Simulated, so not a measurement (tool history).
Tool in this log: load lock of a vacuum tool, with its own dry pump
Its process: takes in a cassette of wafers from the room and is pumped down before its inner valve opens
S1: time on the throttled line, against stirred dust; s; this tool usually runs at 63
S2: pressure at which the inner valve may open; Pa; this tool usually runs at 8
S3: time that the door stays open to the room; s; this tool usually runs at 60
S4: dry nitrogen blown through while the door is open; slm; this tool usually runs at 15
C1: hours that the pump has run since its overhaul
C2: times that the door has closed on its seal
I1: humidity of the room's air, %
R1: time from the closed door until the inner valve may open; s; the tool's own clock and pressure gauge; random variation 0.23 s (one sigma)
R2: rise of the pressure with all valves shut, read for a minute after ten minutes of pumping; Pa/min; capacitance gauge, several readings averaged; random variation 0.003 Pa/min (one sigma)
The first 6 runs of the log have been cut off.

run 7 hour=439.4 | S1=118 S2=8 S3=60 S4=15 | C1=4359 C2=9622 | I1=45.6 | R1=151.4 R2=0.16
run 8 hour=510 | S1=118 S2=8 S3=60 S4=15 | C1=4430 C2=9714 | I1=45.5 | R1=151.5 R2=0.16
run 9 hour=592.7 | S1=118 S2=8 S3=60 S4=15 | C1=4513 C2=9823 | I1=46.9 | R1=151.1 R2=0.162
run 10 hour=644.5 | S1=118 S2=8 S3=60 S4=15 | C1=4565 C2=9891 | I1=42.7 | R1=151.6 R2=0.154
run 11 hour=734.8 | S1=63 S2=8 S3=60 S4=20 | C1=4655 C2=10010 | I1=47.3 | R1=105.2 R2=0.165
run 12 hour=798.7 | S1=63 S2=8 S3=60 S4=12 | C1=4719 C2=10093 | I1=49 | R1=105.4 R2=0.177
run 13 hour=863.5 | S1=63 S2=12 S3=60 S4=12 | C1=4783 C2=10179 | I1=46.1 | R1=102.5 R2=0.17
run 14 hour=959.5 | S1=63 S2=12 S3=60 S4=12 | C1=4880 C2=10305 | I1=44.9 | R1=103.2 R2=0.17
run 15 hour=1008.8 | S1=63 S2=12 S3=60 S4=12 | C1=4929 C2=10369 | I1=44.3 | R1=103.3 R2=0.174
run 16 hour=1087.2 | S1=63 S2=8 S3=60 S4=15 | C1=5007 C2=10472 | I1=42.6 | R1=105.2 R2=0.168
run 17 hour=1191.6 | S1=52 S2=6 S3=60 S4=24 | C1=5112 C2=10609 | I1=45.3 | R1=98.1 R2=0.166
run 18 hour=1251.7 | S1=52 S2=6 S3=60 S4=24 | C1=5172 C2=10688 | I1=47.6 | R1=97.8 R2=0.173
run 19 hour=1331.2 | S1=54 S2=6 S3=60 S4=8 | C1=5251 C2=10793 | I1=46.6 | R1=99.5 R2=0.196
run 20 hour=1385.2 | S1=49 S2=8 S3=60 S4=15 | C1=5305 C2=10864 | I1=43.7 | R1=93.7 R2=0.179
run 21 hour=1449.3 | S1=58 S2=8 S3=60 S4=15 | C1=5369 C2=10948 | I1=46.1 | R1=100.9 R2=0.185
run 22 hour=1553.8 | S1=58 S2=8 S3=60 S4=9 | C1=5474 C2=11085 | I1=41.7 | R1=101.5 R2=0.19
run 23 hour=1624.2 | S1=58 S2=8 S3=60 S4=9 | C1=5544 C2=11177 | I1=44.7 | R1=101.2 R2=0.193
run 24 hour=1706.3 | S1=80 S2=9 S3=38 S4=6 | C1=5626 C2=11285 | I1=43.9 | R1=119.2 R2=0.192
run 25 hour=1783.9 | S1=80 S2=9 S3=38 S4=6 | C1=5704 C2=11387 | I1=44.5 | R1=119.1 R2=0.197
run 26 hour=1891 | S1=89 S2=9 S3=92 S4=15 | C1=5811 C2=11528 | I1=47.1 | R1=126.4 R2=0.205
run 27 hour=1997.7 | S1=89 S2=9 S3=92 S4=15 | C1=5918 C2=11668 | I1=47.7 | R1=127.1 R2=0.204
run 28 hour=2082.7 | S1=111 S2=8 S3=48 S4=30 | C1=6003 C2=11779 | I1=45.6 | R1=145.1 R2=0.19
run 29 hour=2168.7 | S1=111 S2=8 S3=48 S4=30 | C1=6089 C2=11892 | I1=44.7 | R1=145.6 R2=0.188
run 30 hour=2234.9 | S1=63 S2=8 S3=60 S4=15 | C1=6155 C2=11979 | I1=46.4 | R1=105.5 R2=0.207
run 31 hour=2307.8 | S1=63 S2=6 S3=46 S4=15 | C1=6228 C2=12075 | I1=42.8 | R1=107.4 R2=0.199

Alternative continuations, all from the tool just after run 31; predict every row:
run A hour=2365.5 | S1=98 S2=7 S3=66 S4=15 | C1=6286 C2=12151 | I1=43.6 | R1=? R2=?
run B hour=2365.5 | S1=63 S2=11 S3=46 S4=11 | C1=6286 C2=12151 | I1=42.2 | R1=? R2=?
run C hour=2365.5 | S1=63 S2=8 S3=69 S4=7 | C1=6286 C2=12151 | I1=44.9 | R1=? R2=?
run D hour=2365.5 | S1=63 S2=13 S3=100 S4=25 | C1=6286 C2=12151 | I1=44.6 | R1=? R2=?
run E hour=2365.5 | S1=49 S2=6 S3=46 S4=15 | C1=6286 C2=12151 | I1=44.5 | R1=? R2=?

run=A R1=136 R2=0.211
run=B R1=103.7 R2=0.206
run=C R1=105.7 R2=0.228
run=D R1=102.5 R2=0.212
run=E R1=95.6 R2=0.206
With the hidden condition removed and each run's random variation left untouched, the same runs would have given:
run=A R1=134.8 R2=0.034
run=B R1=102.5 R2=0.028
run=C R1=104.5 R2=0.05
run=D R1=101.4 R2=0.035
run=E R1=94.3 R2=0.029

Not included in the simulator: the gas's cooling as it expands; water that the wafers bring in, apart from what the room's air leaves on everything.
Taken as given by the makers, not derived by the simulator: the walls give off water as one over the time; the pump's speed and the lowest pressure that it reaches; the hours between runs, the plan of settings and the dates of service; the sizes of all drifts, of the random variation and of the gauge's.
